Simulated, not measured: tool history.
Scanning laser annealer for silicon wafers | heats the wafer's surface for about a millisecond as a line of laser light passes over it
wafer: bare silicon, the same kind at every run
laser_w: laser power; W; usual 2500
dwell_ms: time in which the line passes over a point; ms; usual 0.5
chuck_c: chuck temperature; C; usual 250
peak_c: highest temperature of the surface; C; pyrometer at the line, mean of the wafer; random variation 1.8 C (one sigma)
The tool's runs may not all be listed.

run    hour  laser_w  dwell_ms  chuck_c  peak_c
  1       0     2500       0.5      250    1028
  2    35.9     2500       0.5      250    1032
  3    85.2     2500       0.5      250    1026
  4   137.4     2500       0.5      250    1029
  5   210.3     2500     0.582      250    1095
  6   250.8     2500       0.5      266    1037
  7   299.9     2500       0.5      266    1040
  8   347.2     2500       0.5      266    1067
  9   415.9     2500       0.5      250    1047
 10   449.1     2500     0.522      250    1069
 11   521.5     2500       0.5      250    1045
 12   585.6     2500       0.5      250    1045
 13   643.1     2500       0.5      283    1073
 14   690.8     2500       0.5      283    1076
 15   746.7     2500       0.5      283    1070
 16     826     2500       0.5      250    1035
 17   905.1     2500       0.5      250    1032
 18   983.5     2500       0.5      250    1029
 19  1063.2     2500       0.5      250    1029
 20  1132.2     2500       0.5      227    1003
 21  1193.2     2399     0.518      230     984
 22  1225.7     2500     0.516      241    1031
 23  1288.5     2500     0.516      241    1027
 24  1352.7     2500     0.555      231    1071
 25    1431     2500     0.555      231    1068
 26  1470.2     2500     0.555      231    1070
 27  1535.1     2500     0.555      231    1062
 28  1606.3     2500     0.555      231    1061
 29  1643.5     2617     0.523      237    1083
 30  1691.3     2617     0.523      237    1082
 31    1753     2578       0.5      250    1058
 32  1788.8     2284     0.482      253     943
 33  1860.4     2526     0.529      250    1058
 34  1919.6     2526     0.529      250    1056
 35  1962.8     2568     0.384      271     961
 36  2026.5     2568     0.384      271     957
 37  2063.1     2509     0.475      250    1003
 38  2131.9     2509     0.475      250    1014
 39  2200.6     2622     0.475      287    1089
 40    2248     2722     0.362      284    1001

Not shown: 5 entries that the log had between the listed runs. Between which runs, and how does the tool's hidden state differ before and after?
Between runs 7 and 8: window over the wafer cleaned (hour 343.8)
  light that passes the window, % of a clean one's: 96.32 -> 99.93; laser's true power over the reading, %: 0.03 -> 0.04; width of the line over the set one, %: 1.64 -> 1.7
  measured less the result without the state, peak_c: -38 -> -7 C
Between runs 19 and 20: laser's power meter calibrated (hour 1072.2)
  light that passes the window, % of a clean one's: 97.43 -> 97.19; laser's true power over the reading, %: 0.21 -> 0.28; width of the line over the set one, %: 2.7 -> 2.79
  measured less the result without the state, peak_c: -32 -> -34 C
Between runs 23 and 24: window over the wafer cleaned (hour 1304)
  light that passes the window, % of a clean one's: 96.64 -> 99.64; laser's true power over the reading, %: 0.32 -> 0.33; width of the line over the set one, %: 3 -> 3.1
  measured less the result without the state, peak_c: -39 -> -14 C
Between runs 25 and 26: laser's power meter calibrated, once more (hour 1467.4)
  light that passes the window, % of a clean one's: 99.36 -> 99.22; laser's true power over the reading, %: 0.35 -> -0.04; width of the line over the set one, %: 3.2 -> 3.26
  measured less the result without the state, peak_c: -17 -> -22 C
Between runs 37 and 38: optics aligned, line set to its width (hour 2082)
  light that passes the window, % of a clean one's: 97.1 -> 96.88; laser's true power over the reading, %: 0.1 -> 0.12; width of the line over the set one, %: 4.08 -> 0.15
  measured less the result without the state, peak_c: -40 -> -26 C
